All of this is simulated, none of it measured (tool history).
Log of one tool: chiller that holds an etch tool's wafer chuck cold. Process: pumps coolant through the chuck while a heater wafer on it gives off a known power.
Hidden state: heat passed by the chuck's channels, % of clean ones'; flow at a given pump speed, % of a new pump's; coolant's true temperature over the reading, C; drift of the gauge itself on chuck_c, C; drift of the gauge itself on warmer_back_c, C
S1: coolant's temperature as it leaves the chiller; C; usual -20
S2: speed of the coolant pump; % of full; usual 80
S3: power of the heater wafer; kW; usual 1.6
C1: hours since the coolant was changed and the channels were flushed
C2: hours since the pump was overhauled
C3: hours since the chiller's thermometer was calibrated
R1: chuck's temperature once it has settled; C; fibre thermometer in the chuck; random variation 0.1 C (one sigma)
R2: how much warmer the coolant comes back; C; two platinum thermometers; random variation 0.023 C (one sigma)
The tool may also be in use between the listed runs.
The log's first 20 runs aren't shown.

run,hour,S1,S2,S3,C1,C2,C3,R1,R2
21,702.7,-21,80,1.568,2065,1246,2273,-6,6.81
# hour 706.4: chiller's thermometer calibrated
22,751.2,-21,80,1.568,2112,1294,45,-6,6.82
23,775.5,-21,80,1.568,2136,1318,69,-6,6.82
24,818,-28,78,1.568,2179,1361,112,-12.6,6.99
25,851.4,-12,78,2.3,2212,1394,145,10.8,10.29
26,900.5,-23,72,1.136,2261,1443,194,-11,5.51
# hour 911.5: chiller's thermometer calibrated, once more
27,936.7,-23,72,1.136,2297,1478,25,-10.6,5.51
28,971.6,-27,80,1.6,2332,1513,60,-11.3,7.01
29,1012.6,-27,80,1.6,2373,1554,101,-11.2,6.95
30,1047.3,-18,67,1.4,2407,1589,136,-1.7,7.31
31,1084.6,-18,67,1.4,2445,1626,173,-1.6,7.31
32,1127.7,-18,62,1.6,2488,1669,216,2,9.04
33,1177.1,-18,100,1.6,2537,1719,266,-5.3,5.58

3 ways to go on from here, each from the tool as it stands after run 33. What would each give?
A,1199.1,-18,67,0.961,2559,1741,288,?,?
B,1199.1,-11,93,2.127,2559,1741,288,?,?
C,1199.1,-17,80,1.6,2559,1741,288,?,?

run,R1,R2
A,-6.7,5.01
B,7.1,8.01
C,-1.4,7.02
Without the tool's hidden state the same runs would have given:
run,R1,R2
A,-7.4,4.91
B,5.9,7.86
C,-2.5,6.88
